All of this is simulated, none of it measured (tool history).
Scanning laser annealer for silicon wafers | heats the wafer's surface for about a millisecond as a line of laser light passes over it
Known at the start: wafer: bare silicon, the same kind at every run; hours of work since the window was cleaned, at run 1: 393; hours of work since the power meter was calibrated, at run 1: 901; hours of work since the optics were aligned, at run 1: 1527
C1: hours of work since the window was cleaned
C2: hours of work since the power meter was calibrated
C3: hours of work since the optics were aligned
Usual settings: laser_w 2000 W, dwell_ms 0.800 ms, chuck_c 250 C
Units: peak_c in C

run 1 day=0.000 | laser_w=2000 dwell_ms=0.800 chuck_c=250 | C1=393 C2=901 C3=1527 | peak_c=1021
run 2 day=1.471 | laser_w=1915 dwell_ms=0.800 chuck_c=250 | C1=411 C2=919 C3=1545 | peak_c=981
run 3 day=3.175 | laser_w=1940 dwell_ms=0.800 chuck_c=250 | C1=432 C2=940 C3=1566 | peak_c=987
run 4 day=4.425 | laser_w=1940 dwell_ms=0.800 chuck_c=250 | C1=447 C2=955 C3=1581 | peak_c=991
run 5 day=5.921 | laser_w=1940 dwell_ms=0.800 chuck_c=250 | C1=465 C2=973 C3=1600 | peak_c=989
run 6 day=6.950 | laser_w=1940 dwell_ms=0.800 chuck_c=250 | C1=478 C2=986 C3=1612 | peak_c=986
run 7 day=8.517 | laser_w=2000 dwell_ms=0.800 chuck_c=267 | C1=497 C2=1005 C3=1632 | peak_c=1030
run 8 day=10.225 | laser_w=2000 dwell_ms=0.800 chuck_c=271 | C1=518 C2=1026 C3=1653 | peak_c=1028
run 9 day=11.671 | laser_w=1700 dwell_ms=0.800 chuck_c=271 | C1=536 C2=1044 C3=1670 | peak_c=909
run 10 day=13.579 | laser_w=1700 dwell_ms=0.800 chuck_c=271 | C1=559 C2=1067 C3=1694 | peak_c=906
run 11 day=15.138 | laser_w=1700 dwell_ms=0.800 chuck_c=271 | C1=578 C2=1086 C3=1713 | peak_c=909
run 12 day=16.812 | laser_w=2000 dwell_ms=0.686 chuck_c=250 | C1=599 C2=1107 C3=1733 | peak_c=939
run 13 day=18.538 | laser_w=2000 dwell_ms=0.686 chuck_c=250 | C1=620 C2=1128 C3=1755 | peak_c=942
-- day=18.783 laser's power meter calibrated
run 14 day=19.933 | laser_w=2000 dwell_ms=0.686 chuck_c=250 | C1=636 C2=14 C3=1770 | peak_c=936
run 15 day=21.579 | laser_w=2000 dwell_ms=0.800 chuck_c=267 | C1=656 C2=34 C3=1790 | peak_c=1013
run 16 day=23.596 | laser_w=2000 dwell_ms=0.800 chuck_c=267 | C1=681 C2=59 C3=1815 | peak_c=1011
run 17 day=24.900 | laser_w=2104 dwell_ms=0.800 chuck_c=250 | C1=697 C2=75 C3=1831 | peak_c=1032
run 18 day=26.550 | laser_w=2000 dwell_ms=0.800 chuck_c=250 | C1=717 C2=95 C3=1851 | peak_c=992
run 19 day=28.517 | laser_w=2159 dwell_ms=0.800 chuck_c=250 | C1=741 C2=119 C3=1875 | peak_c=1052
-- day=30.758 laser's power meter calibrated, once more
run 20 day=30.758 | laser_w=2159 dwell_ms=0.800 chuck_c=250 | C1=767 C2=0 C3=1901 | peak_c=1058
run 21 day=31.850 | laser_w=2000 dwell_ms=0.844 chuck_c=250 | C1=780 C2=13 C3=1915 | peak_c=1019
-- day=32.504 optics aligned, line set to its width
run 22 day=33.050 | laser_w=2144 dwell_ms=0.844 chuck_c=238 | C1=793 C2=26 C3=7 | peak_c=1086
run 23 day=34.179 | laser_w=2006 dwell_ms=0.800 chuck_c=250 | C1=806 C2=39 C3=21 | peak_c=1010
-- day=35.375 window over the wafer cleaned
run 24 day=35.950 | laser_w=2000 dwell_ms=0.800 chuck_c=280 | C1=7 C2=60 C3=41 | peak_c=1079
run 25 day=37.288 | laser_w=2010 dwell_ms=0.680 chuck_c=247 | C1=23 C2=77 C3=58 | peak_c=977
run 26 day=38.542 | laser_w=2133 dwell_ms=0.800 chuck_c=250 | C1=39 C2=92 C3=73 | peak_c=1105
run 27 day=40.250 | laser_w=2133 dwell_ms=0.800 chuck_c=250 | C1=60 C2=113 C3=94 | peak_c=1107
run 28 day=42.092 | laser_w=1734 dwell_ms=0.734 chuck_c=234 | C1=82 C2=135 C3=117 | peak_c=888
run 29 day=44.088 | laser_w=1734 dwell_ms=0.734 chuck_c=234 | C1=107 C2=160 C3=141 | peak_c=884
run 30 day=45.958 | laser_w=1718 dwell_ms=0.838 chuck_c=250 | C1=130 C2=183 C3=164 | peak_c=945
run 31 day=47.467 | laser_w=2000 dwell_ms=0.719 chuck_c=276 | C1=148 C2=201 C3=182 | peak_c=1024
run 32 day=48.771 | laser_w=2092 dwell_ms=0.884 chuck_c=244 | C1=164 C2=217 C3=198 | peak_c=1123
run 33 day=50.654 | laser_w=2092 dwell_ms=0.884 chuck_c=244 | C1=187 C2=240 C3=222 | peak_c=1117
run 34 day=51.538 | laser_w=2154 dwell_ms=0.884 chuck_c=239 | C1=198 C2=251 C3=232 | peak_c=1140
run 35 day=53.375 | laser_w=2154 dwell_ms=0.866 chuck_c=239 | C1=221 C2=274 C3=255 | peak_c=1129
run 36 day=55.304 | laser_w=2154 dwell_ms=0.891 chuck_c=248 | C1=244 C2=297 C3=279 | peak_c=1151
run 37 day=56.958 | laser_w=2154 dwell_ms=0.891 chuck_c=248 | C1=265 C2=318 C3=299 | peak_c=1153
run 38 day=59.025 | laser_w=1884 dwell_ms=0.643 chuck_c=248 | C1=290 C2=343 C3=324 | peak_c=898
run 39 day=61.008 | laser_w=1884 dwell_ms=0.643 chuck_c=248 | C1=314 C2=367 C3=349 | peak_c=897
run 40 day=62.679 | laser_w=2000 dwell_ms=0.800 chuck_c=231 | C1=335 C2=388 C3=369 | peak_c=1012

Forecast each of these 3 alternatives for the next run:
run A day=64.642 | laser_w=1914 dwell_ms=0.723 chuck_c=231 | C1=359 C2=412 C3=393 | peak_c=?
run B day=64.642 | laser_w=2000 dwell_ms=0.800 chuck_c=251 | C1=359 C2=412 C3=393 | peak_c=?
run C day=64.642 | laser_w=2000 dwell_ms=0.800 chuck_c=238 | C1=359 C2=412 C3=393 | peak_c=?

run=A peak_c=930
run=B peak_c=1031
run=C peak_c=1017
Without the tool's hidden state the same runs would have given:
run=A peak_c=956
run=B peak_c=1059
run=C peak_c=1046

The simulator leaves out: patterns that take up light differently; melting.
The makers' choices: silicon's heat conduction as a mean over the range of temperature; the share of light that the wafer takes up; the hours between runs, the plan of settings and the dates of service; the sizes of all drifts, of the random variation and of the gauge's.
